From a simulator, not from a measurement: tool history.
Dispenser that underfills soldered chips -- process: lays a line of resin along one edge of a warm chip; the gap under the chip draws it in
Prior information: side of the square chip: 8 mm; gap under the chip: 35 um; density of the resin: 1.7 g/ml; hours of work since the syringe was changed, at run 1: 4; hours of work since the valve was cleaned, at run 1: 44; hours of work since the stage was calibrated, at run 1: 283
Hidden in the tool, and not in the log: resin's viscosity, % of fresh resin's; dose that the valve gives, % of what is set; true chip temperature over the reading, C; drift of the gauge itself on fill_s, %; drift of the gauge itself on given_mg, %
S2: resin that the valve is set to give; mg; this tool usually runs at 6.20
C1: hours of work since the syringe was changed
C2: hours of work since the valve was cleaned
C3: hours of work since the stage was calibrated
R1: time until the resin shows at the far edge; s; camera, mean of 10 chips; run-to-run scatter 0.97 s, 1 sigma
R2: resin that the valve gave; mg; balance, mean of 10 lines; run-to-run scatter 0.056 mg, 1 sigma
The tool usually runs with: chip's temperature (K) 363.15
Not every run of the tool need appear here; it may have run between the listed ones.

Run 1, hour 0.0: usual settings; C1 4; C2 44; C3 283. Result: R1 100.6 s, R2 5.99 mg.
At hour 3.6: new syringe of resin.
Run 2, hour 5.6: usual settings; C1 2; C2 48; C3 287. Result: R1 91.4 s, R2 5.96 mg.
At hour 12.4: new syringe of resin.
Run 3, hour 14.1: usual settings but chip's temperature (K) 366.15; C1 1; C2 54; C3 294. Result: R1 82.1 s, R2 5.94 mg.
Run 4, hour 20.0: usual settings but chip's temperature (K) 366.15; C1 6; C2 59; C3 298. Result: R1 95.3 s, R2 5.85 mg.
At hour 20.9: new syringe of resin.
Run 5, hour 27.9: usual settings; C1 5; C2 65; C3 304. Result: R1 104.4 s, R2 5.84 mg.
At hour 29.4: new syringe of resin.
Run 6, hour 35.1: usual settings; C1 4; C2 70; C3 309. Result: R1 101.9 s, R2 5.80 mg.
At hour 37.7: new syringe of resin.
Run 7, hour 42.5: usual settings but S2 6.46 mg; C1 4; C2 75; C3 315. Result: R1 98.9 s, R2 6.11 mg.
At hour 46.2: new syringe of resin.
Run 8, hour 49.5: usual settings but chip's temperature (K) 355.15, S2 7.25 mg; C1 2; C2 80; C3 320. Result: R1 134.7 s, R2 6.91 mg.
At hour 54.6: new syringe of resin.
Run 9, hour 56.5: usual settings but chip's temperature (K) 355.15, S2 5.70 mg; C1 1; C2 86; C3 325. Result: R1 139.1 s, R2 5.30 mg.
Run 10, hour 62.1: usual settings but S2 6.53 mg; C1 6; C2 90; C3 329. Result: R1 105.8 s, R2 5.97 mg.
At hour 63.0: new syringe of resin.
At hour 71.1: new syringe of resin.
Run 11, hour 71.2: usual settings but chip's temperature (K) 352.15, S2 7.53 mg; C1 0; C2 96; C3 336. Result: R1 145.3 s, R2 6.81 mg.
Run 12, hour 75.1: usual settings but chip's temperature (K) 351.15, S2 7.16 mg; C1 3; C2 99; C3 339. Result: R1 167.1 s, R2 6.55 mg.
At hour 79.3: new syringe of resin.
Run 13, hour 79.8: usual settings but chip's temperature (K) 351.15, S2 7.16 mg; C1 0; C2 103; C3 342. Result: R1 158.7 s, R2 6.53 mg.
At hour 87.6: new syringe of resin.
Run 14, hour 88.7: usual settings but chip's temperature (K) 354.15, S2 6.77 mg; C1 1; C2 109; C3 349. Result: R1 138.6 s, R2 6.23 mg.

What if the next run were any one of these 3? Each begins from the tool's condition after run 14:
Run A, hour 93.3: usual settings but chip's temperature (K) 348.15, S2 7.50 mg; C1 4; C2 113; C3 352. Result: R1 ?, R2 ?.
Run B, hour 93.3: usual settings but chip's temperature (K) 370.15, S2 6.62 mg; C1 4; C2 113; C3 352. Result: R1 ?, R2 ?.
Run C, hour 93.3: usual settings but chip's temperature (K) 359.15; C1 4; C2 113; C3 352. Result: R1 ?, R2 ?.

run     R1    R2
  A  204.5  6.78
  B   75.5  6.10
  C  123.5  5.55
Take away the tool's hidden state, keep each run's random variation, and the runs would have read:
run     R1    R2
  A  185.9  7.47
  B   67.8  6.72
  C  111.0  6.12
